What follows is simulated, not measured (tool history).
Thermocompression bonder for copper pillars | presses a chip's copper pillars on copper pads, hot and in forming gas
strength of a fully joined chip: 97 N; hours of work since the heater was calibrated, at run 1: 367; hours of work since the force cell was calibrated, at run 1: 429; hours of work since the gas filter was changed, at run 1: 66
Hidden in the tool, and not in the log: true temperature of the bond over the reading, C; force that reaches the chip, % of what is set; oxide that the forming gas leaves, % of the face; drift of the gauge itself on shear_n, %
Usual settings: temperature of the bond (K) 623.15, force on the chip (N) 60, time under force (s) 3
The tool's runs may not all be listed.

run	hour	temperature of the bond (K)	force on the chip (N)	time under force (s)	hours of work since the heater was calibrated	hours of work since the force cell was calibrated	hours of work since the gas filter was changed	force that shears a chip off (N)
1	0.0	623.15	60	3	367	429	66	68.40
2	53.3	614.15	60	3	401	463	100	64.94
# hour 85.5: forming gas filter changed
3	95.5	603.15	60	3	428	490	6	61.93
4	156.2	644.15	60	3	467	528	45	75.65
5	196.9	644.15	60	3	493	554	71	75.40
6	231.3	644.15	60	3	515	576	93	74.88
# hour 238.9: force cell calibrated
# hour 275.9: forming gas filter changed
7	297.6	644.15	60	2	556	37	14	69.32
8	354.9	644.15	82	2	592	74	50	81.73
9	396.5	644.15	82	2	619	100	77	81.16
# hour 466.4: forming gas filter changed
10	466.4	644.15	82	2	663	144	0	82.26
11	499.8	623.15	60	3	684	166	21	69.06
12	531.4	652.15	83	3	705	186	42	88.52
# hour 544.3: force cell calibrated, once more
13	564.7	627.15	40	6	725	13	62	64.62
14	611.1	627.15	40	6	754	43	91	64.37
15	642.0	620.15	60	3	774	62	111	68.16
# hour 659.4: forming gas filter changed
16	693.2	638.15	60	3	806	95	22	75.22
17	751.5	638.15	60	3	844	132	59	74.66
18	813.1	627.15	60	3	883	171	98	70.46

The same runs without the tool's hidden state, with the same run-to-run variation:
run	force that shears a chip off (N)
1	69.45
2	66.32
3	62.03
4	76.41
5	76.53
6	76.33
7	69.81
8	82.77
9	82.63
10	82.47
11	69.50
12	89.41
13	64.23
14	64.36
15	68.45
16	74.63
17	74.61
18	70.82
